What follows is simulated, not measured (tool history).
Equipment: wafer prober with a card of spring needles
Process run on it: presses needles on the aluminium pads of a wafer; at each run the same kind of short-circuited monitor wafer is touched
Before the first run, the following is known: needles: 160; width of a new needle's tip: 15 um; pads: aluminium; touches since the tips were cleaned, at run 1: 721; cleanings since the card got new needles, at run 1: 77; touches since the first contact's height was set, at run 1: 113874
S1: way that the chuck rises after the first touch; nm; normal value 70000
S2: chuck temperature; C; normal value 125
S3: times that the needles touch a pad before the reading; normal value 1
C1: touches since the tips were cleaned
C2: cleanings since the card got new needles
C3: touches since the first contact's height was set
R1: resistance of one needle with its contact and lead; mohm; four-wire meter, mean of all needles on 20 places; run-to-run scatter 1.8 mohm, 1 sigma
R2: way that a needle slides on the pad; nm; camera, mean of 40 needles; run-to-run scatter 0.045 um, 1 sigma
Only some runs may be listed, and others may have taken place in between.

run 1 hour=0.0 | S1=70000 S2=125 S3=1 | C1=721 C2=77 C3=113874 | R1=205 R2=11740
-- hour=12.0 tips cleaned on abrasive film
-- hour=27.7 tips cleaned on abrasive film
run 2 hour=34.3 | S1=70000 S2=125 S3=1 | C1=1694 C2=79 C3=122740 | R1=215 R2=11760
-- hour=43.0 tips cleaned on abrasive film
run 3 hour=57.2 | S1=70000 S2=125 S3=1 | C1=3687 C2=80 C3=128681 | R1=228 R2=11690
-- hour=59.8 tips cleaned on abrasive film
-- hour=75.8 tips cleaned on abrasive film
run 4 hour=78.1 | S1=70000 S2=125 S3=1 | C1=574 C2=82 C3=134064 | R1=202 R2=11620
-- hour=91.3 tips cleaned on abrasive film
-- hour=108.3 tips cleaned on abrasive film
run 5 hour=110.9 | S1=70000 S2=125 S3=1 | C1=681 C2=84 C3=142576 | R1=210 R2=11630
-- hour=125.4 tips cleaned on abrasive film
-- hour=140.5 tips cleaned on abrasive film
run 6 hour=146.1 | S1=70000 S2=125 S3=1 | C1=1455 C2=86 C3=151664 | R1=221 R2=11660
-- hour=155.9 tips cleaned on abrasive film
-- hour=172.6 tips cleaned on abrasive film
run 7 hour=178.9 | S1=70000 S2=125 S3=1 | C1=1630 C2=88 C3=160165 | R1=215 R2=11530
-- hour=189.5 tips cleaned on abrasive film
run 8 hour=197.5 | S1=70000 S2=29 S3=1 | C1=2090 C2=89 C3=164978 | R1=208 R2=11650
-- hour=205.1 tips cleaned on abrasive film
-- hour=220.9 tips cleaned on abrasive film
run 9 hour=224.2 | S1=70000 S2=29 S3=1 | C1=854 C2=91 C3=171876 | R1=190 R2=11520
-- hour=236.0 tips cleaned on abrasive film
-- hour=252.1 tips cleaned on abrasive film
run 10 hour=259.6 | S1=70000 S2=29 S3=1 | C1=1940 C2=93 C3=181040 | R1=210 R2=11490
-- hour=267.7 tips cleaned on abrasive film
-- hour=283.5 tips cleaned on abrasive film
run 11 hour=284.6 | S1=70000 S2=29 S3=1 | C1=264 C2=95 C3=187490 | R1=183 R2=11460
-- hour=299.6 tips cleaned on abrasive film
-- hour=310.2 height of the first contact set anew
-- hour=315.1 tips cleaned on abrasive film
run 12 hour=315.1 | S1=70000 S2=32 S3=1 | C1=0 C2=97 C3=1253 | R1=171 R2=12070
-- hour=331.1 tips cleaned on abrasive film
run 13 hour=340.8 | S1=70000 S2=32 S3=1 | C1=2530 C2=98 C3=7913 | R1=214 R2=12130
-- hour=345.5 tips cleaned on abrasive film
run 14 hour=358.2 | S1=70000 S2=32 S3=1 | C1=3313 C2=99 C3=12407 | R1=218 R2=12130
-- hour=360.9 tips cleaned on abrasive film
-- hour=375.5 tips cleaned on abrasive film
-- hour=390.5 tips cleaned on abrasive film
run 15 hour=394.9 | S1=70000 S2=76 S3=1 | C1=1162 C2=102 C3=21893 | R1=206 R2=12140
-- hour=406.0 tips cleaned on abrasive film
-- hour=422.5 tips cleaned on abrasive film
run 16 hour=426.5 | S1=70000 S2=76 S3=1 | C1=1043 C2=104 C3=30066 | R1=203 R2=12140
-- hour=438.2 tips cleaned on abrasive film
-- hour=454.0 tips cleaned on abrasive film
run 17 hour=459.6 | S1=70000 S2=62 S3=1 | C1=1467 C2=106 C3=38642 | R1=208 R2=12030
-- hour=471.4 tips cleaned on abrasive film
-- hour=485.8 tips cleaned on abrasive film
run 18 hour=495.6 | S1=70000 S2=62 S3=1 | C1=2545 C2=108 C3=47941 | R1=221 R2=12010
-- hour=503.5 tips cleaned on abrasive film
-- hour=520.2 tips cleaned on abrasive film
run 19 hour=523.7 | S1=70000 S2=88 S3=1 | C1=897 C2=110 C3=55211 | R1=204 R2=12020
-- hour=536.9 tips cleaned on abrasive film
run 20 hour=548.4 | S1=76000 S2=47 S3=1 | C1=2991 C2=111 C3=61626 | R1=219 R2=13000
-- hour=552.8 tips cleaned on abrasive film
-- hour=568.9 tips cleaned on abrasive film
-- hour=583.5 tips cleaned on abrasive film
run 21 hour=585.4 | S1=76000 S2=47 S3=1 | C1=499 C2=114 C3=71174 | R1=186 R2=12890
-- hour=600.3 tips cleaned on abrasive film
run 22 hour=607.2 | S1=81000 S2=35 S3=1 | C1=1794 C2=115 C3=76811 | R1=200 R2=13750
-- hour=616.7 tips cleaned on abrasive film
-- hour=632.5 tips cleaned on abrasive film
run 23 hour=644.6 | S1=70000 S2=52 S3=1 | C1=3144 C2=117 C3=86500 | R1=225 R2=11880
-- hour=648.7 tips cleaned on abrasive film
-- hour=663.3 tips cleaned on abrasive film
run 24 hour=675.0 | S1=70000 S2=52 S3=1 | C1=3047 C2=119 C3=94361 | R1=221 R2=11800
-- hour=677.7 tips cleaned on abrasive film
-- hour=694.3 tips cleaned on abrasive film
run 25 hour=707.2 | S1=62000 S2=29 S3=1 | C1=3349 C2=121 C3=102695 | R1=234 R2=10430
-- hour=710.3 tips cleaned on abrasive film
-- hour=726.2 tips cleaned on abrasive film
run 26 hour=735.8 | S1=79000 S2=91 S3=1 | C1=2494 C2=123 C3=110086 | R1=213 R2=13420
-- hour=741.8 tips cleaned on abrasive film
-- hour=758.1 tips cleaned on abrasive film
run 27 hour=764.9 | S1=51000 S2=90 S3=1 | C1=1757 C2=125 C3=117606 | R1=249 R2=8410
-- hour=774.4 tips cleaned on abrasive film
-- hour=790.7 tips cleaned on abrasive film
run 28 hour=798.4 | S1=88000 S2=125 S3=1 | C1=2002 C2=127 C3=126294 | R1=211 R2=14910
-- hour=806.4 tips cleaned on abrasive film
-- hour=822.5 tips cleaned on abrasive film
run 29 hour=832.1 | S1=73000 S2=125 S3=1 | C1=2485 C2=129 C3=135003 | R1=224 R2=12250

Alternative continuations, all from the tool just after run 29; predict every row:
-- hour=839.2 tips cleaned on abrasive film
run A hour=847.8 | S1=70000 S2=48 S3=1 | C1=2219 C2=130 C3=139062 | R1=? R2=?
-- hour=839.2 tips cleaned on abrasive film
run B hour=847.8 | S1=64000 S2=125 S3=3 | C1=2219 C2=130 C3=139062 | R1=? R2=?
-- hour=839.2 tips cleaned on abrasive film
run C hour=847.8 | S1=68000 S2=125 S3=1 | C1=2219 C2=130 C3=139062 | R1=? R2=?
-- hour=839.2 tips cleaned on abrasive film
run D hour=847.8 | S1=70000 S2=27 S3=1 | C1=2219 C2=130 C3=139062 | R1=? R2=?
-- hour=839.2 tips cleaned on abrasive film
run E hour=847.8 | S1=71000 S2=47 S3=1 | C1=2219 C2=130 C3=139062 | R1=? R2=?

run=A R1=219 R2=11770
run=B R1=206 R2=10700
run=C R1=232 R2=11310
run=D R1=215 R2=11760
run=E R1=219 R2=11890
The same runs, with their run-to-run variation unchanged, on a tool lacking any hidden condition would have given:
run=A R1=172 R2=12230
run=B R1=186 R2=11160
run=C R1=187 R2=11770
run=D R1=167 R2=12210
run=E R1=172 R2=12350
